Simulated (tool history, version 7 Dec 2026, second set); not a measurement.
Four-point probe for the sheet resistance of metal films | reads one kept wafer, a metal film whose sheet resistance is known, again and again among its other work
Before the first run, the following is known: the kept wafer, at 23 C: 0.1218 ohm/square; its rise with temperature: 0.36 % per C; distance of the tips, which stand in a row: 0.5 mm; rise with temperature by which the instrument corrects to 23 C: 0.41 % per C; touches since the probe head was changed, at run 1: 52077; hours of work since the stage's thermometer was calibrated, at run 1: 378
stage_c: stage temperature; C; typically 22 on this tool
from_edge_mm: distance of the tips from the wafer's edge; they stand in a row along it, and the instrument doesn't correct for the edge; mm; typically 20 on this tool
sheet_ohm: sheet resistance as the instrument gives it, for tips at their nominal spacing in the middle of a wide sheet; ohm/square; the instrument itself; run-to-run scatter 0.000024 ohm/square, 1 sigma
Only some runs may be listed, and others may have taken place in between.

run,day,stage_c,from_edge_mm,touches since the probe head was changed,hours of work since the stage's thermometer was calibrated,sheet_ohm
1,0.000,22,20,52077,378,0.121906
2,0.654,22,20,52793,389,0.121934
3,1.004,22,20,53177,395,0.121847
4,1.421,22,20,53631,403,0.121862
5,1.871,22,20,54124,410,0.121901
6,2.388,22,36,54690,419,0.121865
7,3.154,22,3,55531,433,0.123638
8,3.771,22,3,56207,444,0.123653
9,4.538,22,3,57043,457,0.123629
10,5.238,20,3,57812,469,0.123760
11,5.892,20,3,58529,480,0.123757
12,6.450,22,20,59141,490,0.121912
13,6.854,22,20,59584,497,0.121870
14,7.450,22,20,60234,507,0.121907
15,7.875,33,20,60701,515,0.121314
16,8.554,33,26,61442,527,0.121257
17,9.017,33,26,61948,535,0.121241
18,9.504,33,26,62484,543,0.121297
19,10.029,19,20,63060,552,0.122025
20,10.750,19,20,63847,565,0.122038
21,11.208,19,20,64350,573,0.122013
22,11.767,19,20,64962,582,0.122019
23,12.425,29,6,65681,594,0.121934
24,12.975,30,11,66286,604,0.121531
25,13.438,22,5,66790,612,0.122523
26,14.062,27,5,67473,622,0.122234
27,14.771,27,5,68252,635,0.122221
28,15.358,27,5,68895,645,0.122259
29,15.788,30,29,69364,652,0.121439
30,16.342,23,4,69972,662,0.122804
31,16.796,23,4,70467,670,0.122821
32,17.342,23,3,71068,679,0.123590
33,18.071,21,19,71865,692,0.121945
34,18.758,21,6,72616,704,0.122416
35,19.525,29,6,73457,717,0.121922
36,20.100,24,6,74087,727,0.122227
37,20.517,18,70,74541,735,0.122063
38,20.950,24,18,75016,742,0.121772
39,21.450,21,17,75565,751,0.121948
40,21.842,30,73,75994,758,0.121431
41,22.196,28,21,76382,764,0.121527
42,22.625,25,51,76851,771,0.121685
43,23.338,27,36,77633,784,0.121584
44,23.858,19,4,78202,793,0.123020

Branching from run 44: 3 alternative next runs. What would each branch give?
A,24.175,28,4,78546,798,?
B,24.175,30,6,78546,798,?
C,24.175,29,5,78546,798,?

run,sheet_ohm
A,0.122489
B,0.121868
C,0.122127
With no hidden state in the tool, these same runs would have given:
run,sheet_ohm
A,0.122500
B,0.121879
C,0.122138

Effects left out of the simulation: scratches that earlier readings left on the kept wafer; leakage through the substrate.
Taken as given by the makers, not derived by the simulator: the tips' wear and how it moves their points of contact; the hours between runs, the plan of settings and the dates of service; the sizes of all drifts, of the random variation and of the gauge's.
